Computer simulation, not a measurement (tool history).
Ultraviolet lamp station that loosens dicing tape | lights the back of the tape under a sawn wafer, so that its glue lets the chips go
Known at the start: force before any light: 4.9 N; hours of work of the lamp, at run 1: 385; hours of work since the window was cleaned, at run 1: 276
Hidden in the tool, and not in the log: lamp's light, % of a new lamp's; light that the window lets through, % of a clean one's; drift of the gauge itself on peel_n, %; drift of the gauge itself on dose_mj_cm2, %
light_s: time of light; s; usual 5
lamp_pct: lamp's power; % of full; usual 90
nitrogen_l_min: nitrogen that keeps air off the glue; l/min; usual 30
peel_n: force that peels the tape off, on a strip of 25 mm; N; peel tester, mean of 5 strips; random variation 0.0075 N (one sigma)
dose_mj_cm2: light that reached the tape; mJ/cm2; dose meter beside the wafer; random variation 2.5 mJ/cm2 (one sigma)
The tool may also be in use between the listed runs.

run	hour	light_s	lamp_pct	nitrogen_l_min	hours of work of the lamp	hours of work since the window was cleaned	peel_n	dose_mj_cm2
1	0	5	90	30	385	276	0.404	247
2	18.7	5	90	30	392	284	0.39	242
3	33.7	5	90	30	399	290	0.381	244
4	47.5	5	90	30	404	296	0.392	244
5	70.5	5	90	30	414	305	0.394	240
6	88	5	90	53	421	313	0.285	242
7	103.7	5	90	53	428	319	0.274	242
8	117.6	5	90	53	434	325	0.268	243
9	135.6	5	97	30	441	333	0.355	256
10	152.3	6	97	30	448	340	0.226	312
11	164.6	4	67	13	453	345	1.544	140
12	185.1	3	73	30	462	353	1.423	119
13	201.3	3	73	30	469	360	1.42	112
14	214.4	3	73	30	474	365	1.405	115
15	228.1	3	73	29	480	371	1.45	114
16	245.8	3	73	29	487	379	1.432	114
17	263.5	3	73	29	494	386	1.447	115

Forecast each of these 5 alternatives for the next run:
A	278.9	5	90	11	501	392	?	?
B	278.9	9	90	30	501	392	?	?
C	278.9	3	85	45	501	392	?	?
D	278.9	3	60	16	501	392	?	?
E	278.9	5	71	30	501	392	?	?

run	peel_n	dose_mj_cm2
A	0.862	230
B	0.124	422
C	1.014	133
D	2.221	95
E	0.691	184
Without the tool's hidden state the same runs would have given:
run	peel_n	dose_mj_cm2
A	0.606	281
B	0.095	513
C	0.73	162
D	1.864	115
E	0.469	224

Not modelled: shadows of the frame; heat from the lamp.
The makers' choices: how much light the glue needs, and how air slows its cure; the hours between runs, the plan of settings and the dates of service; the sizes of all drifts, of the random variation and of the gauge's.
